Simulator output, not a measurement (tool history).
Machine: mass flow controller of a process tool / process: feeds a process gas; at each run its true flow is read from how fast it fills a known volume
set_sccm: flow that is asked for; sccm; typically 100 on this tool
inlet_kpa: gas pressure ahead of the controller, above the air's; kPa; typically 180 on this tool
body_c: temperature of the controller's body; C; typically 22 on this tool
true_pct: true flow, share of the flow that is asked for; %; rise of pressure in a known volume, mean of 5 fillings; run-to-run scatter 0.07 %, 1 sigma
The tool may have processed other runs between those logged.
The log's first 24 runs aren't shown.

run    hour  set_sccm  inlet_kpa  body_c  hours of work since the controller was set to zero  hours of work since the controller was changed  true_pct
 25    1991        26        186      28                                                 290                                            3278     98.45
 26  2083.6       158        181      28                                                 343                                            3331    100.05
 27  2141.8        54        206      23                                                 376                                            3364     99.02
 28  2213.2       120        274      24                                                 417                                            3405    100.14
 29  2288.9        55        155      27                                                 460                                            3448      98.6
 30  2336.4        45        180      22                                                 487                                            3475     99.19
 31  2445.9        21        157      22                                                 550                                            3537     99.54
 32  2557.1        21        157      22                                                 613                                            3601     99.77
 33  2635.8        53        141      26                                                 658                                            3646     98.96
 34    2751       121        180      22                                                 724                                            3711    100.27
 35  2834.6       100        244      22                                                 772                                            3759    100.18
 36  2936.5        62        150      29                                                 830                                            3817     99.11

Predict each of these 3 candidate next runs independently; none follows another, all start after run 36:
  A  3052       100        161      33                                                 896                                            3883         ?
  B  3052        96        203      29                                                 896                                            3883         ?
  C  3052        39        271      38                                                 896                                            3883         ?

run  true_pct
  A     99.31
  B     99.58
  C      99.4
Take away the tool's hidden state, keep each run's random variation, and the runs would have read:
run  true_pct
  A     97.67
  B     97.91
  C     96.87
